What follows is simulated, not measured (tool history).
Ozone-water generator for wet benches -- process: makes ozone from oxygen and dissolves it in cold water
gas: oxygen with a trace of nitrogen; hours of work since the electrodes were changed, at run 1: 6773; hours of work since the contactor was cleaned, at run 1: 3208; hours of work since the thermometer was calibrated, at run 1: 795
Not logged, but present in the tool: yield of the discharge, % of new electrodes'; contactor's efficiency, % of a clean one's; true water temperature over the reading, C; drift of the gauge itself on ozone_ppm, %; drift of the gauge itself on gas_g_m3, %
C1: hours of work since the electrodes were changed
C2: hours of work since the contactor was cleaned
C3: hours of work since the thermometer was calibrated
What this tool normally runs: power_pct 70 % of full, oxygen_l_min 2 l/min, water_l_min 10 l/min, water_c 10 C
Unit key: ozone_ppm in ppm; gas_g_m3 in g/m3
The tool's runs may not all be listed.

{"run": 1, "hour": 0.0, "power_pct": 70, "oxygen_l_min": 2, "water_l_min": 10, "water_c": 10, "C1": 6773, "C2": 3208, "C3": 795, "ozone_ppm": 20.2, "gas_g_m3": 180.6}
{"run": 2, "hour": 146.3, "power_pct": 70, "oxygen_l_min": 2, "water_l_min": 10, "water_c": 10, "C1": 6886, "C2": 3322, "C3": 909, "ozone_ppm": 19.9, "gas_g_m3": 181.4}
{"run": 3, "hour": 274.1, "power_pct": 70, "oxygen_l_min": 2, "water_l_min": 10, "water_c": 10, "C1": 6985, "C2": 3421, "C3": 1008, "ozone_ppm": 20, "gas_g_m3": 180.4}
{"run": 4, "hour": 412.2, "power_pct": 70, "oxygen_l_min": 2, "water_l_min": 10, "water_c": 10, "C1": 7093, "C2": 3528, "C3": 1115, "ozone_ppm": 19.8, "gas_g_m3": 179.7}
{"run": 5, "hour": 604.7, "power_pct": 70, "oxygen_l_min": 2, "water_l_min": 10, "water_c": 11, "C1": 7242, "C2": 3678, "C3": 1265, "ozone_ppm": 19.6, "gas_g_m3": 180.2}
{"run": 6, "hour": 696.3, "power_pct": 70, "oxygen_l_min": 2, "water_l_min": 10, "water_c": 11, "C1": 7313, "C2": 3749, "C3": 1336, "ozone_ppm": 19.4, "gas_g_m3": 179.8}
{"run": 7, "hour": 838.3, "power_pct": 70, "oxygen_l_min": 2, "water_l_min": 10, "water_c": 11, "C1": 7424, "C2": 3859, "C3": 1446, "ozone_ppm": 19.7, "gas_g_m3": 178.7}
{"run": 8, "hour": 932.7, "power_pct": 70, "oxygen_l_min": 2, "water_l_min": 10, "water_c": 11, "C1": 7497, "C2": 3932, "C3": 1520, "ozone_ppm": 19.8, "gas_g_m3": 177.8}
{"hour": 1070.1, "done": "electrodes of the discharge changed"}
{"run": 9, "hour": 1079.0, "power_pct": 70, "oxygen_l_min": 2, "water_l_min": 10, "water_c": 11, "C1": 7, "C2": 4041, "C3": 1629, "ozone_ppm": 23.2, "gas_g_m3": 214}
{"run": 10, "hour": 1282.0, "power_pct": 70, "oxygen_l_min": 2, "water_l_min": 13, "water_c": 10, "C1": 165, "C2": 4199, "C3": 1786, "ozone_ppm": 18.7, "gas_g_m3": 214.9}
{"run": 11, "hour": 1502.4, "power_pct": 70, "oxygen_l_min": 2.92, "water_l_min": 10, "water_c": 10, "C1": 336, "C2": 4370, "C3": 1957, "ozone_ppm": 24.1, "gas_g_m3": 171.5}
{"run": 12, "hour": 1604.4, "power_pct": 70, "oxygen_l_min": 2.92, "water_l_min": 10, "water_c": 10, "C1": 415, "C2": 4449, "C3": 2037, "ozone_ppm": 23.6, "gas_g_m3": 172.2}
{"run": 13, "hour": 1750.5, "power_pct": 91, "oxygen_l_min": 2, "water_l_min": 10, "water_c": 10, "C1": 529, "C2": 4563, "C3": 2150, "ozone_ppm": 29.3, "gas_g_m3": 265.8}
{"run": 14, "hour": 1841.1, "power_pct": 70, "oxygen_l_min": 2, "water_l_min": 10, "water_c": 10, "C1": 599, "C2": 4633, "C3": 2220, "ozone_ppm": 22.9, "gas_g_m3": 212.4}
{"run": 15, "hour": 1982.3, "power_pct": 50, "oxygen_l_min": 2.05, "water_l_min": 13, "water_c": 10, "C1": 709, "C2": 4743, "C3": 2330, "ozone_ppm": 13.8, "gas_g_m3": 154}
{"run": 16, "hour": 2080.3, "power_pct": 50, "oxygen_l_min": 2.05, "water_l_min": 13, "water_c": 10, "C1": 785, "C2": 4819, "C3": 2406, "ozone_ppm": 14, "gas_g_m3": 154.5}
{"run": 17, "hour": 2293.8, "power_pct": 50, "oxygen_l_min": 2.05, "water_l_min": 13, "water_c": 10, "C1": 950, "C2": 4985, "C3": 2572, "ozone_ppm": 13.7, "gas_g_m3": 154.4}
{"run": 18, "hour": 2464.8, "power_pct": 50, "oxygen_l_min": 2.05, "water_l_min": 13, "water_c": 10, "C1": 1083, "C2": 5118, "C3": 2705, "ozone_ppm": 13.7, "gas_g_m3": 153.3}
{"run": 19, "hour": 2687.9, "power_pct": 50, "oxygen_l_min": 2.05, "water_l_min": 13, "water_c": 10, "C1": 1257, "C2": 5291, "C3": 2878, "ozone_ppm": 13.4, "gas_g_m3": 154.4}
{"run": 20, "hour": 2894.0, "power_pct": 46, "oxygen_l_min": 1.5, "water_l_min": 9, "water_c": 9, "C1": 1417, "C2": 5451, "C3": 3038, "ozone_ppm": 16.2, "gas_g_m3": 169.4}
{"run": 21, "hour": 2999.2, "power_pct": 70, "oxygen_l_min": 3.46, "water_l_min": 6, "water_c": 10, "C1": 1498, "C2": 5533, "C3": 3120, "ozone_ppm": 31.4, "gas_g_m3": 152.3}
{"hour": 3025.0, "done": "contactor cleaned"}
{"run": 22, "hour": 3216.4, "power_pct": 70, "oxygen_l_min": 2, "water_l_min": 10, "water_c": 10, "C1": 1664, "C2": 149, "C3": 3286, "ozone_ppm": 24.1, "gas_g_m3": 206.8}
{"run": 23, "hour": 3358.2, "power_pct": 70, "oxygen_l_min": 2, "water_l_min": 10, "water_c": 10, "C1": 1774, "C2": 259, "C3": 3396, "ozone_ppm": 23.3, "gas_g_m3": 204.1}
{"run": 24, "hour": 3548.6, "power_pct": 70, "oxygen_l_min": 1.93, "water_l_min": 8, "water_c": 10, "C1": 1922, "C2": 407, "C3": 3544, "ozone_ppm": 27.2, "gas_g_m3": 208.5}
{"run": 25, "hour": 3762.1, "power_pct": 52, "oxygen_l_min": 1.34, "water_l_min": 6, "water_c": 10, "C1": 2088, "C2": 573, "C3": 3709, "ozone_ppm": 25.4, "gas_g_m3": 197.7}
{"run": 26, "hour": 3889.3, "power_pct": 52, "oxygen_l_min": 1.34, "water_l_min": 6, "water_c": 10, "C1": 2187, "C2": 671, "C3": 3808, "ozone_ppm": 25.5, "gas_g_m3": 198.6}
{"run": 27, "hour": 4012.3, "power_pct": 65, "oxygen_l_min": 2, "water_l_min": 10, "water_c": 10, "C1": 2282, "C2": 767, "C3": 3904, "ozone_ppm": 21.8, "gas_g_m3": 192.2}
{"run": 28, "hour": 4114.3, "power_pct": 58, "oxygen_l_min": 2, "water_l_min": 7, "water_c": 10, "C1": 2361, "C2": 846, "C3": 3983, "ozone_ppm": 25.4, "gas_g_m3": 171.4}

Each row is a separate what-if for the run after 28, all from the same tool condition, not one after another. Results?
{"run": "A", "hour": 4216.4, "power_pct": 65, "oxygen_l_min": 2.16, "water_l_min": 8, "water_c": 10, "C1": 2441, "C2": 925, "C3": 4062, "ozone_ppm": "?", "gas_g_m3": "?"}
{"run": "B", "hour": 4216.4, "power_pct": 86, "oxygen_l_min": 2, "water_l_min": 7, "water_c": 10, "C1": 2441, "C2": 925, "C3": 4062, "ozone_ppm": "?", "gas_g_m3": "?"}
{"run": "C", "hour": 4216.4, "power_pct": 58, "oxygen_l_min": 2, "water_l_min": 8, "water_c": 10, "C1": 2441, "C2": 925, "C3": 4062, "ozone_ppm": "?", "gas_g_m3": "?"}
{"run": "D", "hour": 4216.4, "power_pct": 48, "oxygen_l_min": 2, "water_l_min": 9, "water_c": 12, "C1": 2441, "C2": 925, "C3": 4062, "ozone_ppm": "?", "gas_g_m3": "?"}
{"run": "E", "hour": 4216.4, "power_pct": 70, "oxygen_l_min": 1.79, "water_l_min": 12, "water_c": 16, "C1": 2441, "C2": 925, "C3": 4062, "ozone_ppm": "?", "gas_g_m3": "?"}

run=A ozone_ppm=25.7 gas_g_m3=181.9
run=B ozone_ppm=35.6 gas_g_m3=239.5
run=C ozone_ppm=23.3 gas_g_m3=171.2
run=D ozone_ppm=17.9 gas_g_m3=147.7
run=E ozone_ppm=18.4 gas_g_m3=213.2
Without the tool's hidden state the same runs would have given:
run=A ozone_ppm=27.8 gas_g_m3=193.4
run=B ozone_ppm=39.1 gas_g_m3=258.8
run=C ozone_ppm=25 gas_g_m3=181
run=D ozone_ppm=19 gas_g_m3=154.4
run=E ozone_ppm=20 gas_g_m3=227.8

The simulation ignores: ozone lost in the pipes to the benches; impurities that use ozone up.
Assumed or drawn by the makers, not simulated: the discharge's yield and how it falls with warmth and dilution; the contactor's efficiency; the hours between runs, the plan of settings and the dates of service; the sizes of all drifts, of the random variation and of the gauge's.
